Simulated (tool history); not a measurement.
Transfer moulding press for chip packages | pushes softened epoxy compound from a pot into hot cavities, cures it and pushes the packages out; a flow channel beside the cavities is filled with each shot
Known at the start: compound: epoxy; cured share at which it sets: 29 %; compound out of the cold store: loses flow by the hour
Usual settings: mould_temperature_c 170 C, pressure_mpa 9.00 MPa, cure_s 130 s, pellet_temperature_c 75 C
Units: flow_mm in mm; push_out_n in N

run,day,mould_temperature_c,pressure_mpa,cure_s,pellet_temperature_c,incoming compound's hours out of the cold store,flow_mm,push_out_n
1,0.000,170,9.00,130,75,10.2,724,637
2,0.262,170,9.00,130,75,38.6,594,645
3,0.450,170,9.00,130,83,47.5,558,672
4,0.862,170,9.00,130,83,14.4,705,715
5,1.275,170,9.00,130,83,40.7,579,747
6,1.608,170,9.00,130,83,38.6,589,745
7,1.967,164,9.00,130,83,28.6,652,916
8,2.362,164,9.00,130,83,32.3,632,958
9,2.542,169,9.00,130,75,34.9,606,799
10,2.867,169,9.00,130,75,41.0,583,817
11,3.171,169,8.65,130,75,12.7,686,845
12,3.508,169,8.65,141,75,36.3,587,854
# day 3.929: plunger's sealing rings changed
13,3.946,170,10.01,121,70,11.7,788,889
14,4.221,170,10.01,121,70,45.8,628,890
# day 4.546: cavities cleaned with cleaning compound and waxed
15,4.596,170,10.01,121,80,44.1,640,450
16,4.850,170,9.90,130,76,42.6,643,482
17,5.179,170,9.00,124,75,31.8,654,526
18,5.475,170,9.00,139,75,43.3,610,559
19,5.642,163,9.00,151,74,8.0,796,653

Some steps in flow_mm between neighbouring runs. How much of each would the tool show without its hidden state too (settings, what came in, random variation), and how much is left for the hidden state, with any gauge scatter that isn't in both results?
The hidden state here: true mould temperature over the reading, C; pressure that reaches the compound, % of what is set; grip of the stained cavities, % over clean ones'; drift of the gauge itself on flow_mm, %; drift of the gauge itself on push_out_n, %.
Run 12 -> 13: mould_temperature_c 169 -> 170, pressure_mpa 8.65 -> 10.01, cure_s 141 -> 121, pellet_temperature_c 75 -> 70, plunger's sealing rings changed. flow_mm +201 mm: hidden state +40, all else +161.
